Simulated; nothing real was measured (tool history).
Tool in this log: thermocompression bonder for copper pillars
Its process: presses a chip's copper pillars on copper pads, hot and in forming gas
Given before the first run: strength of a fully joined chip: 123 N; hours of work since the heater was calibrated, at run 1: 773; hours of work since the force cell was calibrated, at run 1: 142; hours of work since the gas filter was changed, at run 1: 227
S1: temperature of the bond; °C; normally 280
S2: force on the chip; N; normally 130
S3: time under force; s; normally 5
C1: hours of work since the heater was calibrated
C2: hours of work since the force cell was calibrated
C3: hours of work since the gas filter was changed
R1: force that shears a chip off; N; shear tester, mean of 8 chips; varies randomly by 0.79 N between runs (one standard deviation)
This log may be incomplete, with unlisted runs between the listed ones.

run	hour	S1	S2	S3	C1	C2	C3	R1
1	0	280	130	5	773	142	227	51.3
2	12.7	280	130	5	779	148	233	51
3	29.5	280	130	3	788	157	242	41.6
4	36.5	280	130	3	792	161	246	42.3
5	47.3	280	130	5	798	167	252	49.8
6	57.1	280	130	5	803	172	257	51.6
7	68.2	280	130	5	809	178	263	51
8	83.1	280	130	5	816	185	270	50.5
9	98.4	280	130	5	824	194	278	50.3
10	112.1	280	130	5	832	201	286	49.7
11	123.6	280	130	5	838	207	292	49.1
12	131.8	280	130	5	842	211	296	49
13	139.9	280	130	5	846	215	300	48.9
14	147.3	280	130	5	850	219	304	49.3
15	156.5	280	130	5	855	224	309	49.3
16	170.1	280	130	5	862	231	316	48.7
17	178.2	280	130	5	867	236	321	49.2
# hour 189.1: forming gas filter changed
18	195	280	130	5	875	244	3	53.4
19	205.4	280	130	5	881	250	9	54
20	217.7	280	130	5	887	256	15	53.8
21	230.1	280	130	5	894	263	22	53.8
22	240.9	253	190	5	899	268	27	52.8
23	253.1	302	101	11	906	275	34	72.6
24	263	287	99	7	911	280	39	51.9
25	279.1	305	99	6	919	289	47	58.8
26	294.1	305	124	14	927	296	55	86.4
27	306.5	277	130	5	934	303	62	52.5
28	319.5	277	130	6	941	310	69	55.7
29	336.5	280	130	3	950	319	78	42.9
30	352.8	267	115	4	958	327	86	38.6
31	359.8	267	115	4	962	331	90	37.6
32	373.2	254	115	4	969	338	97	31.9
33	388.4	254	115	4	977	346	105	32.3
34	395.9	254	115	4	981	350	109	31.3
35	410.7	280	163	4	989	358	117	55.7
36	427.2	280	130	8	998	367	126	60
37	440.3	280	138	6	1004	374	132	58.9
38	448.6	288	79	14	1009	378	137	55.6
39	457.9	286	133	15	1014	383	142	78.4

How would selected steps in R1 from run to run divide? Give the signed amount a tool lacking its hidden state would still show from settings, what came in and random variation, and the signed amount left for the hidden state, including any gauge scatter that is not in both of the compared results.
Hidden state at play: true temperature of the bond over the reading, C; force that reaches the chip, % of what is set; oxide that the forming gas leaves, % of the face; drift of the gauge itself on shear_n, %.
Run 17 -> 18: forming gas filter changed. R1 +4.2 N: hidden state +5.9, all else -1.7.
Run 25 -> 26: S2 99 -> 124, S3 6 -> 14. R1 +27.6 N: hidden state -0.5, all else +28.1.
Run 26 -> 27: S1 305 -> 277, S2 124 -> 130, S3 14 -> 5. R1 -33.9 N: hidden state +0.1, all else -34.
Run 34 -> 35: S1 254 -> 280, S2 115 -> 163. R1 +24.4 N: hidden state -2.9, all else +27.3.
Run 38 -> 39: S1 288 -> 286, S2 79 -> 133, S3 14 -> 15. R1 +22.8 N: hidden state -1.6, all else +24.4.

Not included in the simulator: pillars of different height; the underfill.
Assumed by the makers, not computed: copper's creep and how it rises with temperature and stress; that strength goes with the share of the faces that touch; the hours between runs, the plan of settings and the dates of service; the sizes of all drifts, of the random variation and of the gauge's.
